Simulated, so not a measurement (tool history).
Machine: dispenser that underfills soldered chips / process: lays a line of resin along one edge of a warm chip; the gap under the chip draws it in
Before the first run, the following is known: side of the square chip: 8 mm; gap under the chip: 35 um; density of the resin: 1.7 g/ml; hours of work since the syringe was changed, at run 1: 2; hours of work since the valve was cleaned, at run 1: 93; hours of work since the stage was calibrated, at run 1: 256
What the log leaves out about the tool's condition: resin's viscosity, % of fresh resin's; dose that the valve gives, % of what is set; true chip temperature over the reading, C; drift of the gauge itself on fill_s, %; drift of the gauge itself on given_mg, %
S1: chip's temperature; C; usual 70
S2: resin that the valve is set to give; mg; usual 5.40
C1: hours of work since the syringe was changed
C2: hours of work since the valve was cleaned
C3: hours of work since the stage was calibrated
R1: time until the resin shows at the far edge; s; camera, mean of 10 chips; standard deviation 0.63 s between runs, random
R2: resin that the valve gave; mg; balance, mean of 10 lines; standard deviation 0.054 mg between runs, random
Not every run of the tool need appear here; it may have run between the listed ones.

run   hour  S1    S2  C1   C2   C3     R1    R2
  1    0.0  70  5.40   2   93  256   66.2  4.94
       7.5  -- new syringe of resin
  2    8.4  56  5.40   1   99  261  123.6  4.82
      18.5  -- new syringe of resin
  3   19.8  70  5.40   1  107  269   61.0  4.76
  4   25.3  73  5.40   5  111  273   63.7  4.80
      29.4  -- new syringe of resin
  5   35.6  73  5.40   5  118  281   61.7  4.75
      40.3  -- new syringe of resin
  6   40.9  70  5.40   0  122  284   59.0  4.81
      51.1  -- new syringe of resin
  7   52.4  70  5.40   1  130  292   61.1  4.79
      61.8  -- new syringe of resin
  8   63.7  70  5.40   1  138  300   62.3  4.76
      66.4  -- dispensing valve cleaned and set on the balance
      73.5  -- new syringe of resin
  9   74.5  84  5.40   1    6  307   31.4  5.35
 10   81.0  84  5.40   5   10  312   38.0  5.38
      84.7  -- new syringe of resin
 11   89.0  76  5.40   3   16  317   48.9  5.31
      95.8  -- new syringe of resin
 12   96.2  76  5.40   0   21  322   43.5  5.27
 13  102.1  70  5.40   5   25  327   70.5  5.22
     106.6  -- new syringe of resin
 14  109.6  70  5.40   2   30  332   62.4  5.27
     117.2  -- new syringe of resin
 15  117.2  70  5.40   0   36  337   59.9  5.26
     127.8  -- new syringe of resin
 16  128.1  80  5.40   0   43  345   37.5  5.11
 17  135.2  59  5.40   5   48  350  126.1  5.18
     138.8  -- new syringe of resin
 18  141.2  59  5.40   2   53  354  111.3  5.18
 19  147.8  78  4.93   6   57  359   55.9  4.71
     149.7  -- new syringe of resin
 20  156.9  71  5.25   5   64  365   69.8  4.90
     160.3  -- new syringe of resin
 21  168.6  71  5.25   6   72  373   73.2  4.89
     171.1  -- new syringe of resin
 22  178.6  61  5.40   5   79  380  115.3  5.04
     182.4  -- new syringe of resin
 23  184.6  78  5.40   2   83  384   43.8  5.01
     193.7  -- new syringe of resin
 24  195.0  75  5.67   1   90  392   48.9  5.16
     204.6  -- new syringe of resin
 25  204.6  75  5.67   0   97  398   44.5  5.11
 26  211.0  75  5.67   5  102  403   55.5  5.09
     215.5  -- new syringe of resin
 27  222.5  60  5.10   5  110  411  126.8  4.58
     226.3  -- new syringe of resin
 28  228.5  60  5.10   2  114  415  108.5  4.55
     237.2  -- new syringe of resin
 29  237.4  67  6.72   0  120  422   65.9  5.93
 30  245.1  77  4.63   6  126  427   58.6  4.02
     248.1  -- new syringe of resin
 31  256.7  82  4.63   6  134  435   47.8  3.99
     258.6  -- new syringe of resin
     265.6  -- dispensing valve cleaned and set on the balance
 32  265.6  81  5.06   4    0  441   42.4  5.07
     270.7  -- new syringe of resin
 33  270.8  75  6.35   0    4  444   44.8  6.38
 34  277.0  75  6.35   5    8  449   55.1  6.27
     281.6  -- new syringe of resin
 35  284.5  83  5.91   2   13  454   34.1  5.81
 36  291.4  83  5.91   7   18  459   43.3  5.85

3 ways to go on from here, each from the tool as it stands after run 36. What would each give?
     292.8  -- new syringe of resin
  A  298.1  62  5.02   4  23  464   ?   ?
     292.8  -- new syringe of resin
  B  298.1  61  5.41   4  23  464   ?   ?
     292.8  -- new syringe of resin
  C  298.1  71  5.56   4  23  464   ?   ?

run     R1    R2
  A  103.2  4.91
  B  107.7  5.22
  C   66.1  5.51
With the hidden condition removed and each run's random variation left untouched, the same runs would have given:
run    R1    R2
  A  81.0  5.01
  B  84.6  5.32
  C  52.0  5.61

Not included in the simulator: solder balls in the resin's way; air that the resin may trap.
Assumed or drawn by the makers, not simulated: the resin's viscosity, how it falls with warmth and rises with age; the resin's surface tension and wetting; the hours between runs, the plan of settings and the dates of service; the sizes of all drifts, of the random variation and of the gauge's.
